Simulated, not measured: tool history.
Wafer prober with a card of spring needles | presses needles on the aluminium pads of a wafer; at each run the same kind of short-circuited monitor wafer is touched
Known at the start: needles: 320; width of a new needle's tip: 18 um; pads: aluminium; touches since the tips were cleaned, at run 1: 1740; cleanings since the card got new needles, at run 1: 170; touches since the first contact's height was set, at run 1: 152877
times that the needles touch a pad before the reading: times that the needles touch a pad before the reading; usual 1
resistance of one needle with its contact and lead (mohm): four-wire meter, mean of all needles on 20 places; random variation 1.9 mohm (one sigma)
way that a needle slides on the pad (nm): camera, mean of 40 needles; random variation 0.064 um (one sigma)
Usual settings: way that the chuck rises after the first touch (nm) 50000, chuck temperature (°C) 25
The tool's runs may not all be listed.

run	day	way that the chuck rises after the first touch (nm)	chuck temperature (°C)	times that the needles touch a pad before the reading	touches since the tips were cleaned	cleanings since the card got new needles	touches since the first contact's height was set	resistance of one needle with its contact and lead (mohm)	way that a needle slides on the pad (nm)
1	0.000	50000	25	1	1740	170	152877	199	11350
# day 0.183: tips cleaned on abrasive film
# day 0.629: tips cleaned on abrasive film
# day 0.992: tips cleaned on abrasive film
# day 1.350: tips cleaned on abrasive film
# day 1.708: tips cleaned on abrasive film
2	1.888	50000	25	1	1542	175	168999	204	11510
# day 2.075: tips cleaned on abrasive film
# day 2.521: tips cleaned on abrasive film
# day 2.883: tips cleaned on abrasive film
# day 3.242: tips cleaned on abrasive film
# day 3.600: tips cleaned on abrasive film
# day 4.050: tips cleaned on abrasive film
# day 4.496: tips cleaned on abrasive film
# day 4.858: tips cleaned on abrasive film
3	5.133	50000	72	1	2372	183	196730	210	11470
# day 5.225: tips cleaned on abrasive film
# day 5.583: tips cleaned on abrasive film
# day 5.946: tips cleaned on abrasive film
# day 6.304: tips cleaned on abrasive film
# day 6.662: tips cleaned on abrasive film
4	6.958	50000	72	1	2562	188	212338	212	11410
# day 7.054: tips cleaned on abrasive film
# day 7.333: height of the first contact set anew
# day 7.425: tips cleaned on abrasive film
# day 7.783: tips cleaned on abrasive film
# day 8.233: tips cleaned on abrasive film
# day 8.733: card fitted with new needles
# day 9.092: tips cleaned on abrasive film
# day 9.454: tips cleaned on abrasive film
# day 9.812: tips cleaned on abrasive film
# day 10.200: tips cleaned on abrasive film
5	10.200	50000	72	1	0	4	12524	215	11380
# day 10.650: tips cleaned on abrasive film
# day 11.008: tips cleaned on abrasive film
# day 11.454: tips cleaned on abrasive film
6	11.662	50000	72	1	1773	7	25035	214	11420
# day 11.842: tips cleaned on abrasive film
# day 12.204: tips cleaned on abrasive film
# day 12.650: tips cleaned on abrasive film
# day 13.100: tips cleaned on abrasive film
# day 13.546: tips cleaned on abrasive film
# day 13.908: tips cleaned on abrasive film
# day 14.354: tips cleaned on abrasive film
# day 14.804: tips cleaned on abrasive film
# day 15.162: tips cleaned on abrasive film
7	15.250	50000	25	1	761	16	55718	198	11450
# day 15.612: tips cleaned on abrasive film
# day 16.058: tips cleaned on abrasive film
# day 16.421: tips cleaned on abrasive film
# day 16.867: tips cleaned on abrasive film
8	17.079	50000	91	1	1821	20	71348	219	11340
# day 17.258: tips cleaned on abrasive film
# day 17.621: tips cleaned on abrasive film
# day 17.979: tips cleaned on abrasive film
# day 18.429: tips cleaned on abrasive film
# day 18.875: tips cleaned on abrasive film
# day 19.233: tips cleaned on abrasive film
9	19.529	50000	25	1	2542	26	92302	201	11310
# day 19.621: tips cleaned on abrasive film
# day 20.071: tips cleaned on abrasive film
# day 20.521: tips cleaned on abrasive film
# day 20.879: tips cleaned on abrasive film
# day 21.238: tips cleaned on abrasive film
# day 21.688: tips cleaned on abrasive film
# day 22.046: tips cleaned on abrasive film
# day 22.496: tips cleaned on abrasive film
# day 22.942: tips cleaned on abrasive film
10	23.025	50000	25	1	692	35	122148	198	11360
# day 23.383: tips cleaned on abrasive film
# day 23.833: tips cleaned on abrasive film
# day 24.279: tips cleaned on abrasive film
# day 24.638: tips cleaned on abrasive film
# day 25.000: tips cleaned on abrasive film
11	25.267	63000	25	1	2307	40	141334	198	14400
# day 25.371: tips cleaned on abrasive film
# day 25.817: tips cleaned on abrasive film
# day 26.267: tips cleaned on abrasive film
# day 26.717: tips cleaned on abrasive film
# day 27.075: tips cleaned on abrasive film
# day 27.433: tips cleaned on abrasive film
# day 27.792: tips cleaned on abrasive film
12	28.079	42000	25	2	2482	47	165392	205	9450
# day 28.175: tips cleaned on abrasive film
# day 28.621: tips cleaned on abrasive film
# day 28.983: tips cleaned on abrasive film
# day 29.342: tips cleaned on abrasive film
# day 29.792: tips cleaned on abrasive film
13	30.025	42000	55	1	2047	52	182017	215	9560
# day 30.208: tips cleaned on abrasive film
# day 30.567: tips cleaned on abrasive film
# day 31.017: tips cleaned on abrasive film
# day 31.375: tips cleaned on abrasive film
# day 31.825: tips cleaned on abrasive film
# day 32.271: tips cleaned on abrasive film
# day 32.721: tips cleaned on abrasive film
14	32.904	42000	55	1	1595	59	206628	211	9600
# day 33.088: tips cleaned on abrasive film
# day 33.446: tips cleaned on abrasive film
# day 33.808: tips cleaned on abrasive film
# day 33.996: height of the first contact set anew
# day 34.179: tips cleaned on abrasive film
# day 34.625: tips cleaned on abrasive film
# day 35.075: tips cleaned on abrasive film
# day 35.433: tips cleaned on abrasive film
# day 35.883: tips cleaned on abrasive film
15	36.021	43000	25	1	1188	67	17300	202	9680
# day 36.292: tips cleaned on abrasive film
# day 36.650: tips cleaned on abrasive film
# day 37.012: tips cleaned on abrasive film
# day 37.458: tips cleaned on abrasive film
# day 37.908: tips cleaned on abrasive film
# day 38.267: tips cleaned on abrasive film
# day 38.625: tips cleaned on abrasive film
# day 38.988: tips cleaned on abrasive film
16	39.325	64000	34	1	2936	75	45554	200	14560
# day 39.421: tips cleaned on abrasive film
# day 39.867: tips cleaned on abrasive film
# day 40.225: tips cleaned on abrasive film
# day 40.675: tips cleaned on abrasive film
# day 41.033: tips cleaned on abrasive film
# day 41.483: tips cleaned on abrasive film
# day 41.842: tips cleaned on abrasive film
17	41.908	64000	34	1	577	82	67614	195	14660
# day 42.271: tips cleaned on abrasive film
# day 42.629: tips cleaned on abrasive film
# day 43.075: tips cleaned on abrasive film
# day 43.525: tips cleaned on abrasive film
18	43.550	40000	25	1	201	86	81626	207	9140
# day 43.908: tips cleaned on abrasive film
# day 44.358: tips cleaned on abrasive film
# day 44.717: tips cleaned on abrasive film
# day 45.142: tips cleaned on abrasive film
19	45.142	50000	25	2	0	90	95247	202	11370
# day 45.504: tips cleaned on abrasive film
# day 45.862: tips cleaned on abrasive film
# day 46.221: tips cleaned on abrasive film
# day 46.671: tips cleaned on abrasive film
# day 47.117: tips cleaned on abrasive film
# day 47.567: tips cleaned on abrasive film
# day 48.017: tips cleaned on abrasive film
20	48.275	50000	25	2	2235	97	122032	202	11500
# day 48.454: tips cleaned on abrasive film
# day 48.904: tips cleaned on abrasive film
# day 49.350: tips cleaned on abrasive film
# day 49.800: tips cleaned on abrasive film
# day 50.158: tips cleaned on abrasive film
# day 50.521: tips cleaned on abrasive film
21	50.742	50000	25	2	1921	103	143133	201	11480
# day 50.925: tips cleaned on abrasive film
# day 51.283: tips cleaned on abrasive film
# day 51.642: tips cleaned on abrasive film
# day 52.092: tips cleaned on abrasive film
# day 52.542: tips cleaned on abrasive film
# day 52.900: tips cleaned on abrasive film
# day 53.346: tips cleaned on abrasive film
# day 53.708: tips cleaned on abrasive film
# day 54.067: tips cleaned on abrasive film
22	54.138	36000	35	2	609	112	172129	214	8130

Hidden state at the last listed run before each entry between runs and at the first one after, where it differs:
Between runs 1 and 2: tips cleaned on abrasive film (day 0.183); tips cleaned on abrasive film (day 0.629); tips cleaned on abrasive film (day 0.992); tips cleaned on abrasive film (day 1.350); tips cleaned on abrasive film (day 1.708)
  no hidden state differs between the two runs
Between runs 2 and 3: tips cleaned on abrasive film (day 2.075); tips cleaned on abrasive film (day 2.521); tips cleaned on abrasive film (day 2.883); tips cleaned on abrasive film (day 3.242); tips cleaned on abrasive film (day 3.600); tips cleaned on abrasive film (day 4.050); tips cleaned on abrasive film (day 4.496); tips cleaned on abrasive film (day 4.858)
  no hidden state differs between the two runs
Between runs 3 and 4: tips cleaned on abrasive film (day 5.225); tips cleaned on abrasive film (day 5.583); tips cleaned on abrasive film (day 5.946); tips cleaned on abrasive film (day 6.304); tips cleaned on abrasive film (day 6.662)
  no hidden state differs between the two runs
Between runs 4 and 5: tips cleaned on abrasive film (day 7.054); height of the first contact set anew (day 7.333); tips cleaned on abrasive film (day 7.425); tips cleaned on abrasive film (day 7.783); tips cleaned on abrasive film (day 8.233); card fitted with new needles (day 8.733); tips cleaned on abrasive film (day 9.092); tips cleaned on abrasive film (day 9.454); tips cleaned on abrasive film (day 9.812); tips cleaned on abrasive film (day 10.200)
  debris on the tips, nm: 0.1 -> 0
Between runs 5 and 6: tips cleaned on abrasive film (day 10.650); tips cleaned on abrasive film (day 11.008); tips cleaned on abrasive film (day 11.454)
  debris on the tips, nm: 0 -> 0.1
Between runs 6 and 7: tips cleaned on abrasive film (day 11.842); tips cleaned on abrasive film (day 12.204); tips cleaned on abrasive film (day 12.650); tips cleaned on abrasive film (day 13.100); tips cleaned on abrasive film (day 13.546); tips cleaned on abrasive film (day 13.908); tips cleaned on abrasive film (day 14.354); tips cleaned on abrasive film (day 14.804); tips cleaned on abrasive film (day 15.162)
  debris on the tips, nm: 0.1 -> 0
Between runs 7 and 8: tips cleaned on abrasive film (day 15.612); tips cleaned on abrasive film (day 16.058); tips cleaned on abrasive film (day 16.421); tips cleaned on abrasive film (day 16.867)
  debris on the tips, nm: 0 -> 0.1
Between runs 8 and 9: tips cleaned on abrasive film (day 17.258); tips cleaned on abrasive film (day 17.621); tips cleaned on abrasive film (day 17.979); tips cleaned on abrasive film (day 18.429); tips cleaned on abrasive film (day 18.875); tips cleaned on abrasive film (day 19.233)
  no hidden state differs between the two runs
Between runs 9 and 10: tips cleaned on abrasive film (day 19.621); tips cleaned on abrasive film (day 20.071); tips cleaned on abrasive film (day 20.521); tips cleaned on abrasive film (day 20.879); tips cleaned on abrasive film (day 21.238); tips cleaned on abrasive film (day 21.688); tips cleaned on abrasive film (day 22.046); tips cleaned on abrasive film (day 22.496); tips cleaned on abrasive film (day 22.942)
  debris on the tips, nm: 0.1 -> 0
Between runs 10 and 11: tips cleaned on abrasive film (day 23.383); tips cleaned on abrasive film (day 23.833); tips cleaned on abrasive film (day 24.279); tips cleaned on abrasive film (day 24.638); tips cleaned on abrasive film (day 25.000)
  debris on the tips, nm: 0 -> 0.1
Between runs 11 and 12: tips cleaned on abrasive film (day 25.371); tips cleaned on abrasive film (day 25.817); tips cleaned on abrasive film (day 26.267); tips cleaned on abrasive film (day 26.717); tips cleaned on abrasive film (day 27.075); tips cleaned on abrasive film (day 27.433); tips cleaned on abrasive film (day 27.792)
  no hidden state differs between the two runs
Between runs 12 and 13: tips cleaned on abrasive film (day 28.175); tips cleaned on abrasive film (day 28.621); tips cleaned on abrasive film (day 28.983); tips cleaned on abrasive film (day 29.342); tips cleaned on abrasive film (day 29.792)
  no hidden state differs between the two runs
Between runs 13 and 14: tips cleaned on abrasive film (day 30.208); tips cleaned on abrasive film (day 30.567); tips cleaned on abrasive film (day 31.017); tips cleaned on abrasive film (day 31.375); tips cleaned on abrasive film (day 31.825); tips cleaned on abrasive film (day 32.271); tips cleaned on abrasive film (day 32.721)
  no hidden state differs between the two runs
Between runs 14 and 15: tips cleaned on abrasive film (day 33.088); tips cleaned on abrasive film (day 33.446); tips cleaned on abrasive film (day 33.808); height of the first contact set anew (day 33.996); tips cleaned on abrasive film (day 34.179); tips cleaned on abrasive film (day 34.625); tips cleaned on abrasive film (day 35.075); tips cleaned on abrasive film (day 35.433); tips cleaned on abrasive film (day 35.883)
  no hidden state differs between the two runs
Between runs 15 and 16: tips cleaned on abrasive film (day 36.292); tips cleaned on abrasive film (day 36.650); tips cleaned on abrasive film (day 37.012); tips cleaned on abrasive film (day 37.458); tips cleaned on abrasive film (day 37.908); tips cleaned on abrasive film (day 38.267); tips cleaned on abrasive film (day 38.625); tips cleaned on abrasive film (day 38.988)
  no hidden state differs between the two runs
Between runs 16 and 17: tips cleaned on abrasive film (day 39.421); tips cleaned on abrasive film (day 39.867); tips cleaned on abrasive film (day 40.225); tips cleaned on abrasive film (day 40.675); tips cleaned on abrasive film (day 41.033); tips cleaned on abrasive film (day 41.483); tips cleaned on abrasive film (day 41.842)
  debris on the tips, nm: 0.1 -> 0
Between runs 17 and 18: tips cleaned on abrasive film (day 42.271); tips cleaned on abrasive film (day 42.629); tips cleaned on abrasive film (day 43.075); tips cleaned on abrasive film (day 43.525)
  no hidden state differs between the two runs
Between runs 18 and 19: tips cleaned on abrasive film (day 43.908); tips cleaned on abrasive film (day 44.358); tips cleaned on abrasive film (day 44.717); tips cleaned on abrasive film (day 45.142)
  no hidden state differs between the two runs
Between runs 19 and 20: tips cleaned on abrasive film (day 45.504); tips cleaned on abrasive film (day 45.862); tips cleaned on abrasive film (day 46.221); tips cleaned on abrasive film (day 46.671); tips cleaned on abrasive film (day 47.117); tips cleaned on abrasive film (day 47.567); tips cleaned on abrasive film (day 48.017)
  debris on the tips, nm: 0 -> 0.1
Between runs 20 and 21: tips cleaned on abrasive film (day 48.454); tips cleaned on abrasive film (day 48.904); tips cleaned on abrasive film (day 49.350); tips cleaned on abrasive film (day 49.800); tips cleaned on abrasive film (day 50.158); tips cleaned on abrasive film (day 50.521)
  no hidden state differs between the two runs
Between runs 21 and 22: tips cleaned on abrasive film (day 50.925); tips cleaned on abrasive film (day 51.283); tips cleaned on abrasive film (day 51.642); tips cleaned on abrasive film (day 52.092); tips cleaned on abrasive film (day 52.542); tips cleaned on abrasive film (day 52.900); tips cleaned on abrasive film (day 53.346); tips cleaned on abrasive film (day 53.708); tips cleaned on abrasive film (day 54.067)
  debris on the tips, nm: 0.1 -> 0
